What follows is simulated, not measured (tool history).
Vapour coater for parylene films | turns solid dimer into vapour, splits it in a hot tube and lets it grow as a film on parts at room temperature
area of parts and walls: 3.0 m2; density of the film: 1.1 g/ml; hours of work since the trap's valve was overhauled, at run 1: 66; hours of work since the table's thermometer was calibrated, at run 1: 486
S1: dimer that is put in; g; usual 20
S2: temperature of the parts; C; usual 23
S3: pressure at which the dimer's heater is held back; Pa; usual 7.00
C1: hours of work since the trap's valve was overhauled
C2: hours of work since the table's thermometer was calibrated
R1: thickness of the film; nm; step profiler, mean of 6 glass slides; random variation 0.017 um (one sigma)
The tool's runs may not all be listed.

{"run": 1, "hour": 0.0, "S1": 20, "S2": 23, "S3": 7.0, "C1": 66, "C2": 486, "R1": 3630}
{"run": 2, "hour": 19.0, "S1": 20, "S2": 23, "S3": 7.0, "C1": 80, "C2": 500, "R1": 3640}
{"run": 3, "hour": 29.9, "S1": 26, "S2": 23, "S3": 7.0, "C1": 88, "C2": 508, "R1": 4720}
{"run": 4, "hour": 46.1, "S1": 20, "S2": 18, "S3": 7.0, "C1": 100, "C2": 520, "R1": 4640}
{"run": 5, "hour": 54.7, "S1": 20, "S2": 18, "S3": 7.0, "C1": 106, "C2": 526, "R1": 4630}
{"run": 6, "hour": 66.9, "S1": 20, "S2": 18, "S3": 7.0, "C1": 115, "C2": 535, "R1": 4610}
{"run": 7, "hour": 86.4, "S1": 12, "S2": 23, "S3": 2.39, "C1": 129, "C2": 549, "R1": 2720}
{"run": 8, "hour": 101.3, "S1": 12, "S2": 23, "S3": 2.39, "C1": 140, "C2": 560, "R1": 2740}
{"run": 9, "hour": 112.3, "S1": 12, "S2": 23, "S3": 2.39, "C1": 148, "C2": 568, "R1": 2740}
{"run": 10, "hour": 129.8, "S1": 12, "S2": 23, "S3": 2.39, "C1": 161, "C2": 581, "R1": 2750}

5 ways to go on from here, each from the tool as it stands after run 10. What would each give?
{"run": "A", "hour": 138.6, "S1": 20, "S2": 34, "S3": 2.93, "C1": 167, "C2": 587, "R1": "?"}
{"run": "B", "hour": 138.6, "S1": 11, "S2": 21, "S3": 7.0, "C1": 167, "C2": 587, "R1": "?"}
{"run": "C", "hour": 138.6, "S1": 20, "S2": 34, "S3": 7.0, "C1": 167, "C2": 587, "R1": "?"}
{"run": "D", "hour": 138.6, "S1": 20, "S2": 27, "S3": 7.0, "C1": 167, "C2": 587, "R1": "?"}
{"run": "E", "hour": 138.6, "S1": 20, "S2": 15, "S3": 7.0, "C1": 167, "C2": 587, "R1": "?"}

run=A R1=2560
run=B R1=2190
run=C R1=2150
run=D R1=2980
run=E R1=5360
Without the tool's hidden state the same runs would have given:
run=A R1=2560
run=B R1=2190
run=C R1=2150
run=D R1=2980
run=E R1=5370
